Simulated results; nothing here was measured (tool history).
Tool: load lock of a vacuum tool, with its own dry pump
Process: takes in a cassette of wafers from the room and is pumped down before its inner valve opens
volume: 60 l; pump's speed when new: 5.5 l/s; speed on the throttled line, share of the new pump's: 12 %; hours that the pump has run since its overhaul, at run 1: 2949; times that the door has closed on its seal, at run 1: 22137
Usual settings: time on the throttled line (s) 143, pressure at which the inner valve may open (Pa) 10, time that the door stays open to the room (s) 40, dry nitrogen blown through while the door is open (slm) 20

run    hour  time on the throttled line (s)  pressure at which the inner valve may open (Pa)  time that the door stays open to the room (s)  dry nitrogen blown through while the door is open (slm)  hours that the pump has run since its overhaul  times that the door has closed on its seal  incoming humidity of the room's air, %  time from the closed door until the inner valve may open (s)  rise of the pressure with all valves shut (Pa/min)
  1       0                             143                                               10                                             40                                                       20                                            2949                                       22137                                    46.6                                                         228.5                                               0.024
  2   111.4                             143                                               12                                             40                                                       20                                            3061                                       22442                                    43.7                                                         227.5                                               0.024
  3   190.6                             143                                               12                                             40                                                       20                                            3140                                       22658                                    45.5                                                         225.7                                               0.019
  4   289.8                             143                                               12                                             40                                                       20                                            3239                                       22930                                    43.6                                                         223.3                                               0.021
  5   387.4                             143                                               12                                             40                                                       20                                            3337                                       23197                                    43.2                                                         226.6                                               0.023
  6   499.2                             143                                               12                                             40                                                       20                                            3448                                       23502                                    47.3                                                         222.4                                               0.025
  7   554.5                             143                                               12                                             40                                                       20                                            3504                                       23654                                      43                                                         226.4                                               0.024
  8   666.1                             143                                               12                                             40                                                       20                                            3615                                       23959                                    45.8                                                         225.5                                               0.025
  9   782.6                             143                                               10                                             40                                                       20                                            3732                                       24278                                    47.2                                                         229.2                                               0.019
 10   845.2                             143                                               10                                             40                                                       20                                            3794                                       24449                                    47.6                                                         228.7                                               0.019
 11   934.4                             143                                               10                                             40                                                       20                                            3884                                       24693                                    41.5                                                         227.3                                               0.016
 12  1029.8                             143                                               10                                             40                                                       20                                            3979                                       24954                                      49                                                         228.9                                               0.023
 13  1143.5                             115                                               10                                             40                                                       20                                            4093                                       25265                                    46.9                                                         201.5                                               0.021
 14  1249.5                             115                                               10                                             40                                                       20                                            4199                                       25555                                    44.5                                                         204.3                                               0.018
 15  1347.4                             115                                               10                                             40                                                       20                                            4297                                       25823                                    43.2                                                         205.5                                               0.026
 16  1442.8                             115                                               10                                             39                                                       23                                            4392                                       26084                                    45.6                                                         203.7                                               0.021
 17  1538.2                             115                                               10                                             39                                                       15                                            4487                                       26345                                      45                                                         203.5                                               0.025
 18  1604.2                              82                                               10                                            141                                                       18                                            4553                                       26525                                    44.9                                                         171.7                                                0.05
 19    1654                             170                                               13                                             85                                                       18                                            4603                                       26661                                    46.2                                                         249.3                                               0.041
 20  1732.8                             143                                                9                                             40                                                       20                                            4682                                       26877                                    41.8                                                         230.5                                               0.017
 21  1839.5                             159                                               15                                             78                                                        7                                            4789                                       27169                                    44.6                                                         237.9                                                0.06
 22  1905.9                             159                                               15                                             78                                                        7                                            4855                                       27350                                    45.6                                                         237.1                                               0.052
 23  2013.5                             108                                               16                                             52                                                        7                                            4963                                       27645                                    48.3                                                         191.6                                               0.041
 24  2075.6                             108                                               16                                             52                                                        7                                            5025                                       27815                                    47.8                                                         190.5                                               0.044
 25    2159                             239                                               14                                            126                                                       20                                            5108                                       28043                                    45.1                                                         307.7                                               0.054
 26  2242.5                             239                                               14                                            126                                                       10                                            5192                                       28271                                    41.3                                                         311.4                                                0.06
 27  2310.2                             143                                                8                                             34                                                       20                                            5259                                       28456                                    45.8                                                         230.6                                               0.017
 28  2389.1                             143                                               10                                            220                                                       10                                            5338                                       28672                                    44.6                                                         226.1                                               0.103
 29    2443                             143                                                7                                            220                                                        8                                            5392                                       28820                                    46.9                                                         232.5                                               0.116

4 ways to go on from here, each from the tool as it stands after run 29. What would each give?
  A  2506.7                             143                                                7                                            220                                                        7                                            5456                                       28994                                    46.3                                                             ?                                                   ?
  B  2506.7                             128                                               10                                            208                                                        8                                            5456                                       28994                                    46.9                                                             ?                                                   ?
  C  2506.7                             143                                                7                                             62                                                       29                                            5456                                       28994                                    51.8                                                             ?                                                   ?
  D  2506.7                             253                                                7                                             65                                                       20                                            5456                                       28994                                    44.1                                                             ?                                                   ?

run  time from the closed door until the inner valve may open (s)  rise of the pressure with all valves shut (Pa/min)
  A                                                         233.6                                               0.121
  B                                                         214.7                                               0.112
  C                                                         233.4                                                0.03
  D                                                         329.3                                               0.031
Without the tool's hidden state the same runs would have given:
run  time from the closed door until the inner valve may open (s)  rise of the pressure with all valves shut (Pa/min)
  A                                                         233.6                                                0.12
  B                                                         214.6                                               0.111
  C                                                         233.3                                                0.03
  D                                                         329.3                                                0.03
